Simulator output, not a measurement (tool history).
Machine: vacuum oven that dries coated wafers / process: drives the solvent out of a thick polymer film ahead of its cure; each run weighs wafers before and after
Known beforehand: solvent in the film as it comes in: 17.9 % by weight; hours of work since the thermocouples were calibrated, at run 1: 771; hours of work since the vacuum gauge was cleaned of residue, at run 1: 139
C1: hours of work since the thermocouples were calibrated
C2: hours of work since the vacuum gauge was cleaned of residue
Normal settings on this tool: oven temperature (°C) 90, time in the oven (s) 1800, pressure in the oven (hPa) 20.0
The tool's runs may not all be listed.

Run 1, hour 0.0: usual settings; C1 771; C2 139. Result: solvent left in the film (%) 3.24.
Run 2, hour 18.3: usual settings; C1 780; C2 148. Result: solvent left in the film (%) 3.12.
Run 3, hour 32.9: usual settings; C1 787; C2 155. Result: solvent left in the film (%) 3.13.
Run 4, hour 48.9: usual settings; C1 794; C2 162. Result: solvent left in the film (%) 3.33.
Run 5, hour 65.3: usual settings; C1 802; C2 170. Result: solvent left in the film (%) 3.21.
Run 6, hour 73.5: usual settings but time in the oven (s) 1380; C1 806; C2 174. Result: solvent left in the film (%) 4.21.
Run 7, hour 89.3: usual settings but pressure in the oven (hPa) 14.9; C1 814; C2 182. Result: solvent left in the film (%) 2.88.
Run 8, hour 100.6: usual settings but oven temperature (°C) 85, pressure in the oven (hPa) 14.9; C1 819; C2 187. Result: solvent left in the film (%) 4.17.
Run 9, hour 108.6: usual settings but oven temperature (°C) 88; C1 823; C2 191. Result: solvent left in the film (%) 3.74.
Run 10, hour 118.4: usual settings but pressure in the oven (hPa) 13.9; C1 828; C2 196. Result: solvent left in the film (%) 2.91.
Run 11, hour 126.3: usual settings but pressure in the oven (hPa) 13.9; C1 831; C2 199. Result: solvent left in the film (%) 2.94.
Run 12, hour 138.2: usual settings but pressure in the oven (hPa) 49.7; C1 837; C2 205. Result: solvent left in the film (%) 4.64.
Run 13, hour 150.9: usual settings but time in the oven (s) 1920; C1 843; C2 211. Result: solvent left in the film (%) 2.92.
Run 14, hour 166.1: usual settings but time in the oven (s) 1920; C1 850; C2 218. Result: solvent left in the film (%) 2.87.
Run 15, hour 180.3: usual settings; C1 857; C2 225. Result: solvent left in the film (%) 3.17.
Run 16, hour 189.3: usual settings but pressure in the oven (hPa) 67.4; C1 861; C2 229. Result: solvent left in the film (%) 5.39.
Run 17, hour 197.8: usual settings but oven temperature (°C) 104, time in the oven (s) 1920; C1 865; C2 233. Result: solvent left in the film (%) 0.94.
Run 18, hour 206.3: usual settings but oven temperature (°C) 104, time in the oven (s) 1920; C1 870; C2 238. Result: solvent left in the film (%) 0.94.
Run 19, hour 223.1: usual settings but oven temperature (°C) 85, time in the oven (s) 3000, pressure in the oven (hPa) 20.2; C1 878; C2 246. Result: solvent left in the film (%) 2.52.
Run 20, hour 232.2: usual settings but oven temperature (°C) 85, time in the oven (s) 1260, pressure in the oven (hPa) 20.2; C1 882; C2 250. Result: solvent left in the film (%) 6.19.
Run 21, hour 242.4: usual settings but oven temperature (°C) 91, time in the oven (s) 2520, pressure in the oven (hPa) 18.1; C1 887; C2 255. Result: solvent left in the film (%) 1.81.
Run 22, hour 258.9: usual settings but oven temperature (°C) 97, pressure in the oven (hPa) 19.4; C1 895; C2 263. Result: solvent left in the film (%) 1.81.
Run 23, hour 272.4: usual settings but oven temperature (°C) 89, time in the oven (s) 1380, pressure in the oven (hPa) 16.2; C1 901; C2 269. Result: solvent left in the film (%) 4.42.
Run 24, hour 288.4: usual settings but oven temperature (°C) 89, time in the oven (s) 1380, pressure in the oven (hPa) 16.2; C1 909; C2 277. Result: solvent left in the film (%) 4.41.
Run 25, hour 297.0: usual settings but oven temperature (°C) 97, time in the oven (s) 2100, pressure in the oven (hPa) 33.9; C1 913; C2 281. Result: solvent left in the film (%) 2.03.
Run 26, hour 315.4: usual settings but oven temperature (°C) 82, time in the oven (s) 1140, pressure in the oven (hPa) 57.9; C1 922; C2 290. Result: solvent left in the film (%) 9.19.
Run 27, hour 325.8: usual settings but oven temperature (°C) 76, pressure in the oven (hPa) 20.4; C1 927; C2 295. Result: solvent left in the film (%) 7.36.
Run 28, hour 344.1: usual settings but time in the oven (s) 3000; C1 935; C2 303. Result: solvent left in the film (%) 1.70.
Run 29, hour 354.5: usual settings but oven temperature (°C) 76, time in the oven (s) 1680, pressure in the oven (hPa) 25.6; C1 940; C2 308. Result: solvent left in the film (%) 7.90.
Run 30, hour 372.1: usual settings but oven temperature (°C) 76, time in the oven (s) 1680, pressure in the oven (hPa) 25.6; C1 949; C2 317. Result: solvent left in the film (%) 7.96.

Alternative continuations, all from the tool just after run 30; predict every row:
Run A, hour 382.2: usual settings but pressure in the oven (hPa) 18.4; C1 953; C2 321. Result: solvent left in the film (%) ?.
Run B, hour 382.2: usual settings but time in the oven (s) 1680, pressure in the oven (hPa) 25.6; C1 953; C2 321. Result: solvent left in the film (%) ?.
Run C, hour 382.2: usual settings but pressure in the oven (hPa) 31.6; C1 953; C2 321. Result: solvent left in the film (%) ?.

run  solvent left in the film (%)
  A                          3.22
  B                          3.67
  C                          3.91
What these runs would have given with no unlogged condition in the tool:
run  solvent left in the film (%)
  A                          3.08
  B                          3.53
  C                          3.76
